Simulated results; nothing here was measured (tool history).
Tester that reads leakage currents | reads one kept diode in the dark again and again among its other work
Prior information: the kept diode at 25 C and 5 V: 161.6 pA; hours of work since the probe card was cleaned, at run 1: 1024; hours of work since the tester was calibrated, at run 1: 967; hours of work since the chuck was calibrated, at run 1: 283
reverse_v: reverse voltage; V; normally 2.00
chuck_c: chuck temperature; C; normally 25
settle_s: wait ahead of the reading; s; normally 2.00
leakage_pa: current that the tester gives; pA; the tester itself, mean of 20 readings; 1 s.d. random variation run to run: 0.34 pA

run    hour  reverse_v  chuck_c  settle_s  hours of work since the probe card was cleaned  hours of work since the tester was calibrated  hours of work since the chuck was calibrated  leakage_pa
  1     0.0       2.00       25      2.00                                            1024                                            967                                           283      119.54
  2   211.6       2.00       25      2.00                                            1127                                           1071                                           386      122.42
      242.1  -- probe card cleaned and baked
  3   344.5       1.31       25      2.00                                              50                                           1134                                           450      104.72
  4   534.3       2.00       25      2.00                                             143                                           1227                                           543      125.55
      640.1  -- chuck's temperature calibrated
  5   706.8       2.00       25      2.00                                             226                                           1310                                            33      112.95
  6   838.0       2.00       25      2.00                                             290                                           1375                                            97      114.42
  7  1068.9       2.00       25      2.00                                             403                                           1487                                           210      117.61
  8  1209.4       2.00       25      2.00                                             472                                           1556                                           278      119.65
  9  1337.9       2.00       25      2.00                                             535                                           1619                                           341      121.08
 10  1534.1       2.00       25      2.00                                             631                                           1715                                           437      124.09
 11  1744.6       2.00       25      2.00                                             734                                           1818                                           540      127.49
     1860.1  -- chuck's temperature calibrated
 12  1890.9       2.00       25      2.00                                             804                                           1888                                            15      114.33
 13  1999.7       3.16       49      2.00                                             857                                           1942                                            68      770.06
 14  2133.4       1.66       21      6.81                                             923                                           2007                                           134       79.09
 15  2271.0      16.18       21      2.49                                             990                                           2074                                           201      200.38
 16  2501.2       4.37       41      7.50                                            1102                                           2187                                           313      534.89
     2584.6  -- probe card cleaned and baked
 17  2683.3       4.37       41      7.50                                              48                                           2274                                           401      542.08
 18  2891.9      10.64       41      0.45                                             150                                           2376                                           503      786.52
 19  3062.3      10.64       41      0.45                                             234                                           2460                                           586      800.01
     3081.7  -- chuck's temperature calibrated
 20  3267.0       2.00       52      0.75                                             333                                           2559                                            91      786.72
 21  3401.1       2.00       52      0.75                                             398                                           2624                                           156      793.58
 22  3597.6       1.09       23      2.03                                             494                                           2720                                           252       80.40
 23  3710.7       1.09       23      2.03                                             550                                           2776                                           307       81.36
 24  3839.8       5.58       30      2.03                                             613                                           2839                                           371      266.18

Predict each of these 3 candidate next runs independently; none follows another, all start after run 24:
  A  4024.2       2.00       57      1.14                                             703                                           2929                                           461           ?
  B  4024.2       1.50       37      1.96                                             703                                           2929                                           461           ?
  C  4024.2       2.00       37      2.09                                             703                                           2929                                           461           ?

run  leakage_pa
  A     1170.06
  B      271.71
  C      304.22
Without the tool's unlogged condition, the same runs would have read:
run  leakage_pa
  A     1086.49
  B      249.17
  C      278.92
